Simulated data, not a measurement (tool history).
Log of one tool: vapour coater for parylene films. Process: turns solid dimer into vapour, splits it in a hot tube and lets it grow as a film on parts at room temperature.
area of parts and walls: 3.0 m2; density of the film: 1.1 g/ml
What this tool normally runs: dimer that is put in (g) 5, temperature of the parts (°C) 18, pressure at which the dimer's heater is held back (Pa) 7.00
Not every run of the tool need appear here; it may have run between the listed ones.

run   hour  dimer that is put in (g)  temperature of the parts (°C)  pressure at which the dimer's heater is held back (Pa)  thickness of the film (nm)
  1    0.0                         5                             18                                                    7.00                         952
  2   13.1                         5                             18                                                    7.00                         956
  3   27.2                         5                             18                                                    7.00                         963
  4   39.0                         5                             18                                                    7.00                         963
  5   50.2                         5                             18                                                    7.00                         969
  6   58.8                         5                             18                                                    7.00                         968
  7   73.2                         5                             18                                                    7.00                         973
  8   80.3                         5                             18                                                    4.29                        1029
  9   96.2                         5                             18                                                    4.29                        1035
 10  106.8                         3                             18                                                    4.29                         624
 11  113.3                         5                             12                                                    7.00                        1229
 12  119.9                         5                             12                                                    7.00                        1238
 13  131.0                         5                             12                                                    7.00                        1232
 14  141.5                         5                             18                                                    7.00                         975
 15  150.3                         5                             18                                                    7.00                         980
     154.9  -- gauge calibrated
 16  159.4                         5                             18                                                    7.00                         959
 17  171.7                         5                             21                                                    7.00                         853
 18  186.0                         5                             21                                                    7.00                         857
 19  195.1                         3                             18                                                    7.00                         579
 20  203.4                         3                             18                                                    7.00                         574
 21  219.0                         3                             18                                                    7.00                         563
 22  234.4                         3                             18                                                    7.00                         579
 23  248.2                         3                             18                                                    7.00                         592
 24  256.6                         4                             26                                                    5.04                         589
 25  271.9                         5                             12                                                    5.04                        1286
 26  285.0                         7                             18                                                    6.42                        1386
 27  294.2                         5                             17                                                    6.94                        1017
 28  303.3                         4                             17                                                    8.15                         802
     304.2  -- gauge calibrated
 29  314.7                         5                             18                                                    2.59                        1086
 30  321.6                         3                             20                                                    2.20                         615
 31  331.7                         3                             20                                                    2.20                         616
 32  340.7                         4                             18                                                    9.74                         735
 33  349.3                         2                             14                                                    9.74                         431
 34  360.7                         2                             14                                                    9.74                         430
 35  369.5                         5                             27                                                    7.00                         682
 36  380.7                         5                             16                                                    4.52                        1103
 37  396.2                         5                             14                                                    4.52                        1196
 38  410.8                         5                             14                                                    4.52                        1210
 39  417.2                         5                             18                                                    2.91                        1092
 40  424.0                         3                             23                                                    6.85                         488
 41  439.9                         6                             18                                                    6.54                        1189
 42  450.8                         6                             25                                                   11.05                         849
 43  459.5                         6                             25                                                   11.05                         853
 44  467.1                         4                             10                                                    7.00                        1071
 45  473.9                         4                             10                                                    7.00                        1067
 46  489.1                         3                             18                                                    7.65                         583

Alternative continuations, all from the tool just after run 46; predict every row:
  A  505.0                         3                             18                                                    4.55                           ?
  B  505.0                         5                             11                                                    7.00                           ?
  C  505.0                         5                             12                                                   10.04                           ?
  D  505.0                         2                             18                                                    7.65                           ?

run  thickness of the film (nm)
  A                         626
  B                        1297
  C                        1193
  D                         396
Take away the tool's hidden state, keep each run's random variation, and the runs would have read:
run  thickness of the film (nm)
  A                         606
  B                        1255
  C                        1154
  D                         384

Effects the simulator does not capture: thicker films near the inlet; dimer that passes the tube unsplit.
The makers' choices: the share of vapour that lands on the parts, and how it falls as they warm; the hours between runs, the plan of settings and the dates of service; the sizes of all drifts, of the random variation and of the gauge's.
